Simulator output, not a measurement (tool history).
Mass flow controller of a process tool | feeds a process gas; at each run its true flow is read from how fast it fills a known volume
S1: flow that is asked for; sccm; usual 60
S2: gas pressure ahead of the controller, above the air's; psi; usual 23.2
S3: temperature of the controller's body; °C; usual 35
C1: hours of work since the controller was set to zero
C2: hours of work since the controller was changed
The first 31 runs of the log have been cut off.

Run 32, hour 2400.5: usual settings but S1 74 sccm, S2 23.6 psi, S3 24 °C; C1 1171; C2 1171. Result: true flow (%) 101.41.
Run 33, hour 2492.4: usual settings but S1 51 sccm, S2 27.6 psi; C1 1211; C2 1211. Result: true flow (%) 100.89.
Run 34, hour 2556.7: usual settings but S1 51 sccm, S2 27.6 psi; C1 1239; C2 1239. Result: true flow (%) 100.91.
Run 35, hour 2627.1: usual settings but S2 39.3 psi; C1 1270; C2 1270. Result: true flow (%) 100.67.
Run 36, hour 2671.3: usual settings but S2 30.5 psi, S3 38 °C; C1 1289; C2 1289. Result: true flow (%) 100.88.
Run 37, hour 2761: usual settings but S1 45 sccm, S2 39.7 psi, S3 27 °C; C1 1328; C2 1328. Result: true flow (%) 100.89.
Run 38, hour 2801.5: usual settings but S1 94 sccm, S2 39.7 psi, S3 27 °C; C1 1346; C2 1346. Result: true flow (%) 101.11.
Run 39, hour 2889.3: usual settings but S1 94 sccm, S2 39.7 psi, S3 27 °C; C1 1384; C2 1384. Result: true flow (%) 101.18.
At hour 2939.5: gauge calibrated.
Run 40, hour 2939.5: usual settings but S1 16 sccm, S2 40.5 psi, S3 34 °C; C1 1406; C2 1406. Result: true flow (%) 99.03.
Run 41, hour 2990.7: usual settings but S1 16 sccm, S2 40.5 psi, S3 34 °C; C1 1428; C2 1428. Result: true flow (%) 99.1.
Run 42, hour 3034.9: usual settings but S1 16 sccm, S2 40.5 psi, S3 34 °C; C1 1448; C2 1448. Result: true flow (%) 98.98.
Run 43, hour 3101.3: usual settings but S1 26 sccm, S2 31.8 psi, S3 32 °C; C1 1477; C2 1477. Result: true flow (%) 99.41.
Run 44, hour 3154.5: usual settings but S1 67 sccm, S2 31.8 psi, S3 39 °C; C1 1500; C2 1500. Result: true flow (%) 99.48.
Run 45, hour 3225.5: usual settings but S1 15 sccm, S2 22.9 psi, S3 39 °C; C1 1531; C2 1531. Result: true flow (%) 99.57.
Run 46, hour 3294.5: usual settings but S1 32 sccm, S2 24.2 psi, S3 22 °C; C1 1561; C2 1561. Result: true flow (%) 100.11.
Run 47, hour 3345.4: usual settings but S1 18 sccm, S2 24.2 psi, S3 22 °C; C1 1583; C2 1583. Result: true flow (%) 100.23.

Predict each of these 3 candidate next runs independently; none follows another, all start after run 47:
Run A, hour 3433.5: usual settings but S1 14 sccm, S2 31.2 psi, S3 30 °C; C1 1622; C2 1622. Result: true flow (%) ?.
Run B, hour 3433.5: usual settings but S1 49 sccm; C1 1622; C2 1622. Result: true flow (%) ?.
Run C, hour 3433.5: usual settings but S1 76 sccm; C1 1622; C2 1622. Result: true flow (%) ?.

run  true flow (%)
  A          99.78
  B          99.98
  C         100.14
What these runs would have given with no unlogged condition in the tool:
run  true flow (%)
  A          99.53
  B          99.73
  C          99.89
